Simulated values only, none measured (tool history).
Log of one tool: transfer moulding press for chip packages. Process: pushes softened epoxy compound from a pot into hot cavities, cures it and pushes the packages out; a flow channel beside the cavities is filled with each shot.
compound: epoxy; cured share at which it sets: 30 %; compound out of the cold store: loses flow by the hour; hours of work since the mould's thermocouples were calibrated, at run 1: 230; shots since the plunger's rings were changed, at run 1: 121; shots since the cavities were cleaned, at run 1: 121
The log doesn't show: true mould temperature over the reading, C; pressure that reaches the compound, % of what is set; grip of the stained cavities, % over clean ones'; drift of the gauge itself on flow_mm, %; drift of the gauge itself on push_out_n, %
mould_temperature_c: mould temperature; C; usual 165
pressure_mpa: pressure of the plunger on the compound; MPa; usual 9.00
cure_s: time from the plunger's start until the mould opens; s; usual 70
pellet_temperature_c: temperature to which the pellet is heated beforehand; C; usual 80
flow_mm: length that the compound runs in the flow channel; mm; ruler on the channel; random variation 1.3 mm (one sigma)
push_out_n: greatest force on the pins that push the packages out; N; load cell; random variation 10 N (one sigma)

run   hour  mould_temperature_c  pressure_mpa  cure_s  pellet_temperature_c  hours of work since the mould's thermocouples were calibrated  shots since the plunger's rings were changed  shots since the cavities were cleaned  incoming compound's hours out of the cold store  flow_mm  push_out_n
  1    0.0                  165          9.00      70                    80                                                            230                                           121                                    121                                             39.9      488         580
  2   15.8                  165          9.00      70                    80                                                            238                                           309                                    309                                             44.9      479         675
  3   34.5                  165          9.00      70                    80                                                            248                                           533                                    533                                             44.5      481         734
  4   56.2                  165          9.00      70                    80                                                            258                                           792                                    792                                             44.0      481         786
      76.8  -- cavities cleaned with cleaning compound and waxed
  5   77.1                  165          9.00      70                    80                                                            268                                          1024                                      4                                             36.1      489         929
  6   97.3                  165          9.00      70                    80                                                            278                                          1265                                    245                                             38.5      484         896
  7  119.3                  165          9.00      88                    80                                                            289                                          1527                                    507                                             16.9      517         661
  8  138.4                  165          9.00      70                    77                                                            299                                          1756                                    736                                             10.8      530         884
  9  152.5                  165          9.00      70                    77                                                            305                                          1924                                    904                                              9.3      529         907
     163.7  -- cavities cleaned with cleaning compound and waxed
 10  171.1                  165          9.00      70                    77                                                            314                                          2129                                     88                                             13.6      521         548
 11  187.7                  165          9.00      70                    77                                                            322                                          2327                                    286                                             37.1      483         677
     194.6  -- cavities cleaned with cleaning compound and waxed, once more
 12  208.7                  165          9.00      70                    77                                                            332                                          2560                                    168                                             36.6      483         605
 13  220.2                  165          9.00      70                    80                                                            338                                          2697                                    305                                             14.4      516         693
 14  230.2                  165          9.00      70                    80                                                            343                                          2817                                    425                                             14.6      515         759
 15  252.1                  165          9.00      70                    80                                                            354                                          3078                                    686                                             13.9      515         803
 16  262.6                  164          9.69      92                    89                                                            359                                          3203                                    811                                             14.6      534         611
     281.4  -- cavities cleaned with cleaning compound and waxed
 17  285.6                  170         10.30      56                    82                                                            369                                          3460                                     49                                             28.6      519         665

Run 18 comes next. What will it give?
 18  295.5                  166         10.24      68                    72                                                            374                                          3578                                    167                                             23.2        ?           ?

{"run 18": {"flow_mm": 532, "push_out_n": 660}}
Without the tool's hidden state the same run would have given flow_mm 550 mm, push_out_n 479 N.
